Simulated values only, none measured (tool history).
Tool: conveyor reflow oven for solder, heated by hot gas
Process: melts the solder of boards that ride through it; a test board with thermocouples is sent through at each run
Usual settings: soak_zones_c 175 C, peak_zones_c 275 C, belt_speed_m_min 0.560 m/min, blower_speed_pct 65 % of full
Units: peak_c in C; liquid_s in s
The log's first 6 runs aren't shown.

Run 7, day 15.571: usual settings. Result: peak_c 249.9 C, liquid_s 52.3 s.
Run 8, day 17.938: usual settings. Result: peak_c 250.0 C, liquid_s 52.6 s.
Run 9, day 20.954: usual settings. Result: peak_c 250.1 C, liquid_s 52.5 s.
Run 10, day 23.308: usual settings but blower_speed_pct 85 % of full. Result: peak_c 257.3 C, liquid_s 59.4 s.
Run 11, day 25.600: usual settings but soak_zones_c 168 C. Result: peak_c 248.2 C, liquid_s 48.6 s.
Run 12, day 27.904: usual settings. Result: peak_c 250.2 C, liquid_s 52.8 s.
At day 29.325: belt drive overhauled, speed set with a stopwatch.
Run 13, day 29.900: usual settings. Result: peak_c 250.1 C, liquid_s 52.5 s.
Run 14, day 31.900: usual settings. Result: peak_c 250.3 C, liquid_s 52.6 s.
Run 15, day 35.388: usual settings. Result: peak_c 250.2 C, liquid_s 52.6 s.
Run 16, day 38.975: usual settings but peak_zones_c 273 C. Result: peak_c 248.3 C, liquid_s 51.2 s.
Run 17, day 42.212: usual settings but peak_zones_c 273 C. Result: peak_c 248.4 C, liquid_s 51.7 s.
At day 44.721: flux residue cleaned out of gas plates and filters.
Run 18, day 46.012: usual settings but peak_zones_c 273 C. Result: peak_c 248.5 C, liquid_s 51.1 s.
Run 19, day 48.204: usual settings but peak_zones_c 273 C. Result: peak_c 248.8 C, liquid_s 51.6 s.
At day 49.221: thermocouples of zones 6 and 7 changed.
Run 20, day 50.546: usual settings but peak_zones_c 265 C, blower_speed_pct 73 % of full. Result: peak_c 245.3 C, liquid_s 49.4 s.
Run 21, day 52.375: usual settings but soak_zones_c 172 C, peak_zones_c 280 C, belt_speed_m_min 0.456 m/min, blower_speed_pct 54 % of full. Result: peak_c 256.1 C, liquid_s 69.7 s.
Run 22, day 56.058: usual settings but soak_zones_c 182 C, peak_zones_c 277 C, belt_speed_m_min 0.610 m/min, blower_speed_pct 75 % of full. Result: peak_c 254.2 C, liquid_s 53.7 s.
Run 23, day 59.042: usual settings but soak_zones_c 182 C, peak_zones_c 264 C, belt_speed_m_min 0.593 m/min, blower_speed_pct 67 % of full. Result: peak_c 241.7 C, liquid_s 44.6 s.
Run 24, day 62.008: usual settings but belt_speed_m_min 0.500 m/min, blower_speed_pct 82 % of full. Result: peak_c 260.4 C, liquid_s 68.6 s.
Run 25, day 63.962: usual settings but belt_speed_m_min 0.500 m/min, blower_speed_pct 82 % of full. Result: peak_c 260.0 C, liquid_s 68.9 s.
Run 26, day 66.633: usual settings but soak_zones_c 174 C, peak_zones_c 277 C, belt_speed_m_min 0.605 m/min, blower_speed_pct 68 % of full. Result: peak_c 249.4 C, liquid_s 47.4 s.
Run 27, day 69.225: usual settings but soak_zones_c 179 C, belt_speed_m_min 0.559 m/min. Result: peak_c 250.7 C, liquid_s 54.6 s.
Run 28, day 72.479: usual settings but soak_zones_c 183 C, belt_speed_m_min 0.624 m/min, blower_speed_pct 53 % of full. Result: peak_c 240.0 C, liquid_s 38.7 s.
Run 29, day 76.192: usual settings but soak_zones_c 174 C, belt_speed_m_min 0.620 m/min, blower_speed_pct 51 % of full. Result: peak_c 236.5 C, liquid_s 31.8 s.
Run 30, day 78.283: usual settings but soak_zones_c 177 C, belt_speed_m_min 0.565 m/min, blower_speed_pct 60 % of full. Result: peak_c 247.1 C, liquid_s 50.3 s.

Forecast each of these 3 alternatives for the next run:
Run A, day 80.017: usual settings but peak_zones_c 286 C. Result: peak_c ?, liquid_s ?.
Run B, day 80.017: usual settings but soak_zones_c 183 C, belt_speed_m_min 0.562 m/min. Result: peak_c ?, liquid_s ?.
Run C, day 80.017: usual settings but soak_zones_c 177 C, belt_speed_m_min 0.650 m/min, blower_speed_pct 60 % of full. Result: peak_c ?, liquid_s ?.

run  peak_c  liquid_s
  A   258.8      58.7
  B   251.6      56.8
  C   241.0      36.7
Without the tool's hidden state the same runs would have given:
run  peak_c  liquid_s
  A   258.8      58.7
  B   251.7      56.8
  C   241.0      36.7

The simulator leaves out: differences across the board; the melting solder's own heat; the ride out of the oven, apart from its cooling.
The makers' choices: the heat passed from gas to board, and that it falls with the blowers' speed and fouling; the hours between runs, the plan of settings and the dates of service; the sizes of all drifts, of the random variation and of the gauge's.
